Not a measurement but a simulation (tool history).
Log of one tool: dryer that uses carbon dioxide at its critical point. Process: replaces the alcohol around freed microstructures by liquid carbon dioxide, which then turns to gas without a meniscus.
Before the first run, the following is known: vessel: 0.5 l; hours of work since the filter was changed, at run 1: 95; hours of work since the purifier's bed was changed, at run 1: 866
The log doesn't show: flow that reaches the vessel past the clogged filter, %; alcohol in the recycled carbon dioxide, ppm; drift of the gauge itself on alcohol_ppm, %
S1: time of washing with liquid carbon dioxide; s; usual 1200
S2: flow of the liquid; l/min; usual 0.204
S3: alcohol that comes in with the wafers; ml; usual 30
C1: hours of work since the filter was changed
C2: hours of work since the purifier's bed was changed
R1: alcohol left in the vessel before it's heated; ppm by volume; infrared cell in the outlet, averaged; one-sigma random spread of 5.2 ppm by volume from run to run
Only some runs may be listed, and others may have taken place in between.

Run 1, day 0: usual settings; C1 95; C2 866. Result: R1 216 ppm by volume.
Run 2, day 1.45: usual settings but S1 1320 s; C1 106; C2 878. Result: R1 165 ppm by volume.
Run 3, day 3.696: usual settings; C1 124; C2 895. Result: R1 223 ppm by volume.
Run 4, day 4.871: usual settings; C1 133; C2 905. Result: R1 226 ppm by volume.
Run 5, day 7.367: usual settings but S2 0.146 l/min; C1 153; C2 924. Result: R1 747 ppm by volume.
Run 6, day 10.071: usual settings but S2 0.146 l/min; C1 174; C2 946. Result: R1 749 ppm by volume.
Run 7, day 11.45: usual settings but S3 35 ml; C1 185; C2 957. Result: R1 259 ppm by volume.
Run 8, day 13.333: usual settings but S1 780 s; C1 200; C2 971. Result: R1 1148 ppm by volume.
Run 9, day 16.029: usual settings but S1 780 s; C1 221; C2 993. Result: R1 1174 ppm by volume.
Run 10, day 17.467: usual settings but S1 780 s; C1 233; C2 1004. Result: R1 1166 ppm by volume.
Run 11, day 19.767: usual settings but S2 0.172 l/min; C1 251; C2 1022. Result: R1 462 ppm by volume.
Run 12, day 20.992: usual settings; C1 261; C2 1032. Result: R1 251 ppm by volume.
Run 13, day 23.221: usual settings but S2 0.225 l/min; C1 278; C2 1050. Result: R1 216 ppm by volume.
Run 14, day 24.654: usual settings but S2 0.225 l/min; C1 289; C2 1061. Result: R1 224 ppm by volume.
Run 15, day 26.879: usual settings but S3 41 ml; C1 307; C2 1079. Result: R1 326 ppm by volume.
Run 16, day 28.85: usual settings but S3 41 ml; C1 323; C2 1094. Result: R1 349 ppm by volume.
Run 17, day 30.133: usual settings but S3 41 ml; C1 333; C2 1104. Result: R1 324 ppm by volume.
Run 18, day 31.288: usual settings but S2 0.198 l/min; C1 342; C2 1113. Result: R1 329 ppm by volume.
At day 32.171: inlet filter changed.
Run 19, day 33.121: usual settings but S2 0.198 l/min; C1 8; C2 1128. Result: R1 257 ppm by volume.
Run 20, day 35.892: usual settings but S2 0.198 l/min; C1 29; C2 1149. Result: R1 252 ppm by volume.
Run 21, day 37.862: usual settings but S2 0.198 l/min; C1 45; C2 1165. Result: R1 268 ppm by volume.
Run 22, day 40.446: usual settings but S1 1080 s, S2 0.316 l/min, S3 82 ml; C1 65; C2 1185. Result: R1 177 ppm by volume.
Run 23, day 41.842: usual settings but S2 0.162 l/min, S3 68 ml; C1 76; C2 1196. Result: R1 927 ppm by volume.
Run 24, day 44.458: usual settings but S2 0.162 l/min, S3 68 ml; C1 97; C2 1217. Result: R1 941 ppm by volume.
Run 25, day 47.188: usual settings but S1 900 s, S2 0.151 l/min, S3 114 ml; C1 119; C2 1239. Result: R1 6334 ppm by volume.
Run 26, day 48.762: usual settings but S3 26 ml; C1 131; C2 1251. Result: R1 252 ppm by volume.
Run 27, day 51.388: usual settings but S3 26 ml; C1 152; C2 1272. Result: R1 268 ppm by volume.
Run 28, day 53.721: usual settings but S3 26 ml; C1 170; C2 1290. Result: R1 263 ppm by volume.
Run 29, day 55.158: usual settings but S1 1680 s, S2 0.226 l/min; C1 182; C2 1302. Result: R1 186 ppm by volume.
Run 30, day 57.938: usual settings but S1 1020 s, S2 0.226 l/min; C1 204; C2 1324. Result: R1 345 ppm by volume.
Run 31, day 59.738: usual settings but S1 840 s; C1 218; C2 1338. Result: R1 949 ppm by volume.
Run 32, day 62.229: usual settings but S1 1080 s, S2 0.272 l/min, S3 93 ml; C1 238; C2 1358. Result: R1 289 ppm by volume.
Run 33, day 63.992: usual settings but S1 1380 s, S2 0.16 l/min, S3 71 ml; C1 252; C2 1372. Result: R1 708 ppm by volume.
Run 34, day 65.45: usual settings but S1 1380 s, S2 0.172 l/min, S3 42 ml; C1 263; C2 1383. Result: R1 383 ppm by volume.
At day 66.35: purifier's bed changed.
Run 35, day 67.371: usual settings but S1 900 s, S2 0.162 l/min, S3 42 ml; C1 277; C2 8. Result: R1 2083 ppm by volume.
Run 36, day 69.512: usual settings but S1 900 s, S2 0.162 l/min, S3 42 ml; C1 294; C2 25. Result: R1 2139 ppm by volume.
Run 37, day 72.208: usual settings but S1 900 s, S2 0.162 l/min, S3 42 ml; C1 315; C2 46. Result: R1 2151 ppm by volume.
Run 38, day 74.238: usual settings but S2 0.327 l/min; C1 332; C2 62. Result: R1 15 ppm by volume.
Run 39, day 75.767: usual settings but S2 0.327 l/min; C1 344; C2 74. Result: R1 17 ppm by volume.
At day 76.554: inlet filter changed.
Run 40, day 77.133: usual settings but S1 1260 s, S2 0.151 l/min; C1 5; C2 85. Result: R1 369 ppm by volume.

4 ways to go on from here, each from the tool as it stands after run 40. What would each give?
Run A, day 79.867: usual settings but S1 1140 s, S2 0.295 l/min; C1 26; C2 107. Result: R1 ?.
Run B, day 79.867: usual settings but S1 1260 s, S2 0.197 l/min; C1 26; C2 107. Result: R1 ?.
Run C, day 79.867: usual settings but S2 0.291 l/min, S3 117 ml; C1 26; C2 107. Result: R1 ?.
Run D, day 79.867: usual settings but S1 1380 s, S2 0.166 l/min; C1 26; C2 107. Result: R1 ?.

run   R1
  A   31
  B   97
  C   47
  D  152
Had the tool no hidden state, the same runs would have come out as:
run   R1
  A   16
  B   78
  C   32
  D  131

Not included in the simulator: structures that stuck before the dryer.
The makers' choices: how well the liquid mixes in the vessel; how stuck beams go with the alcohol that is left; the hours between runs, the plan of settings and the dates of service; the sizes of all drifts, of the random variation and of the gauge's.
